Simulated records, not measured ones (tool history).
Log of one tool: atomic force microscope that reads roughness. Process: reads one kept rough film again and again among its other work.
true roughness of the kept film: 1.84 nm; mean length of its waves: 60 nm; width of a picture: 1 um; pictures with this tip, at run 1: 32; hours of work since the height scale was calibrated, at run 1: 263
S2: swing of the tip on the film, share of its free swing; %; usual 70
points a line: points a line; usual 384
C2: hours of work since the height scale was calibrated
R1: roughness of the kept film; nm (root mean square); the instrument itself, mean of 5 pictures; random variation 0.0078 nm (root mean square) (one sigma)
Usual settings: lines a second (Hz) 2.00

run 1 hour=0.0 | lines_a_second_(Hz)=2.00 S2=70 points_a_line=384 | pictures_with_this_tip=32 C2=263 | R1=1.673
run 2 hour=31.9 | lines_a_second_(Hz)=2.00 S2=70 points_a_line=384 | pictures_with_this_tip=85 C2=278 | R1=1.668
run 3 hour=61.0 | lines_a_second_(Hz)=2.00 S2=70 points_a_line=384 | pictures_with_this_tip=133 C2=292 | R1=1.680
-- hour=64.0 new tip fitted
run 4 hour=93.5 | lines_a_second_(Hz)=2.00 S2=70 points_a_line=384 | pictures_with_this_tip=49 C2=308 | R1=1.684
run 5 hour=127.1 | lines_a_second_(Hz)=2.00 S2=67 points_a_line=384 | pictures_with_this_tip=104 C2=324 | R1=1.701
-- hour=146.5 new tip fitted
run 6 hour=158.5 | lines_a_second_(Hz)=2.00 S2=67 points_a_line=384 | pictures_with_this_tip=19 C2=339 | R1=1.698
run 7 hour=194.9 | lines_a_second_(Hz)=2.00 S2=57 points_a_line=384 | pictures_with_this_tip=79 C2=357 | R1=1.732
run 8 hour=222.0 | lines_a_second_(Hz)=2.00 S2=57 points_a_line=384 | pictures_with_this_tip=124 C2=370 | R1=1.729
-- hour=231.0 new tip fitted
run 9 hour=249.7 | lines_a_second_(Hz)=2.00 S2=57 points_a_line=384 | pictures_with_this_tip=31 C2=383 | R1=1.738
run 10 hour=279.3 | lines_a_second_(Hz)=2.00 S2=57 points_a_line=384 | pictures_with_this_tip=80 C2=397 | R1=1.740
-- hour=315.1 new tip fitted
run 11 hour=319.8 | lines_a_second_(Hz)=2.00 S2=57 points_a_line=384 | pictures_with_this_tip=8 C2=417 | R1=1.743
run 12 hour=361.5 | lines_a_second_(Hz)=2.00 S2=57 points_a_line=384 | pictures_with_this_tip=77 C2=437 | R1=1.749
-- hour=398.8 new tip fitted
run 13 hour=402.5 | lines_a_second_(Hz)=2.00 S2=70 points_a_line=384 | pictures_with_this_tip=6 C2=456 | R1=1.658
run 14 hour=442.1 | lines_a_second_(Hz)=2.00 S2=70 points_a_line=384 | pictures_with_this_tip=71 C2=475 | R1=1.663
run 15 hour=467.4 | lines_a_second_(Hz)=2.00 S2=72 points_a_line=384 | pictures_with_this_tip=113 C2=488 | R1=1.648
-- hour=481.9 new tip fitted
run 16 hour=511.2 | lines_a_second_(Hz)=2.00 S2=72 points_a_line=384 | pictures_with_this_tip=49 C2=509 | R1=1.665
run 17 hour=549.7 | lines_a_second_(Hz)=2.00 S2=72 points_a_line=384 | pictures_with_this_tip=113 C2=527 | R1=1.652
-- hour=563.1 new tip fitted
run 18 hour=580.8 | lines_a_second_(Hz)=0.99 S2=68 points_a_line=384 | pictures_with_this_tip=29 C2=542 | R1=1.742
run 19 hour=615.9 | lines_a_second_(Hz)=0.99 S2=68 points_a_line=384 | pictures_with_this_tip=87 C2=559 | R1=1.741
run 20 hour=638.2 | lines_a_second_(Hz)=0.99 S2=57 points_a_line=384 | pictures_with_this_tip=124 C2=570 | R1=1.775
-- hour=644.7 new tip fitted
run 21 hour=669.0 | lines_a_second_(Hz)=1.80 S2=81 points_a_line=384 | pictures_with_this_tip=40 C2=584 | R1=1.605
run 22 hour=702.2 | lines_a_second_(Hz)=1.80 S2=81 points_a_line=384 | pictures_with_this_tip=95 C2=600 | R1=1.602
-- hour=729.2 new tip fitted
run 23 hour=735.5 | lines_a_second_(Hz)=2.00 S2=57 points_a_line=384 | pictures_with_this_tip=11 C2=616 | R1=1.743
run 24 hour=777.0 | lines_a_second_(Hz)=1.16 S2=79 points_a_line=612 | pictures_with_this_tip=80 C2=636 | R1=1.683
run 25 hour=804.0 | lines_a_second_(Hz)=1.04 S2=82 points_a_line=880 | pictures_with_this_tip=124 C2=649 | R1=1.673
-- hour=812.2 new tip fitted
run 26 hour=848.4 | lines_a_second_(Hz)=2.95 S2=76 points_a_line=598 | pictures_with_this_tip=60 C2=671 | R1=1.560
run 27 hour=868.4 | lines_a_second_(Hz)=3.54 S2=69 points_a_line=384 | pictures_with_this_tip=93 C2=680 | R1=1.601
-- hour=894.4 new tip fitted
run 28 hour=910.4 | lines_a_second_(Hz)=2.38 S2=70 points_a_line=298 | pictures_with_this_tip=26 C2=700 | R1=1.652
run 29 hour=937.9 | lines_a_second_(Hz)=1.61 S2=75 points_a_line=810 | pictures_with_this_tip=72 C2=714 | R1=1.678
run 30 hour=961.5 | lines_a_second_(Hz)=1.61 S2=75 points_a_line=810 | pictures_with_this_tip=111 C2=725 | R1=1.681
-- hour=977.3 new tip fitted
run 31 hour=1003.4 | lines_a_second_(Hz)=1.61 S2=75 points_a_line=810 | pictures_with_this_tip=43 C2=745 | R1=1.670
run 32 hour=1037.7 | lines_a_second_(Hz)=2.24 S2=70 points_a_line=297 | pictures_with_this_tip=100 C2=762 | R1=1.649
-- hour=1060.3 new tip fitted
run 33 hour=1072.3 | lines_a_second_(Hz)=0.61 S2=70 points_a_line=420 | pictures_with_this_tip=20 C2=778 | R1=1.767

Forecast each of these 3 alternatives for the next run:
run A hour=1101.3 | lines_a_second_(Hz)=2.00 S2=70 points_a_line=756 | pictures_with_this_tip=68 C2=792 | R1=?
run B hour=1101.3 | lines_a_second_(Hz)=1.42 S2=88 points_a_line=420 | pictures_with_this_tip=68 C2=792 | R1=?
run C hour=1101.3 | lines_a_second_(Hz)=0.72 S2=57 points_a_line=454 | pictures_with_this_tip=68 C2=792 | R1=?

run=A R1=1.671
run=B R1=1.580
run=C R1=1.773
Without the tool's hidden state the same runs would have given:
run=A R1=1.673
run=B R1=1.583
run=C R1=1.775

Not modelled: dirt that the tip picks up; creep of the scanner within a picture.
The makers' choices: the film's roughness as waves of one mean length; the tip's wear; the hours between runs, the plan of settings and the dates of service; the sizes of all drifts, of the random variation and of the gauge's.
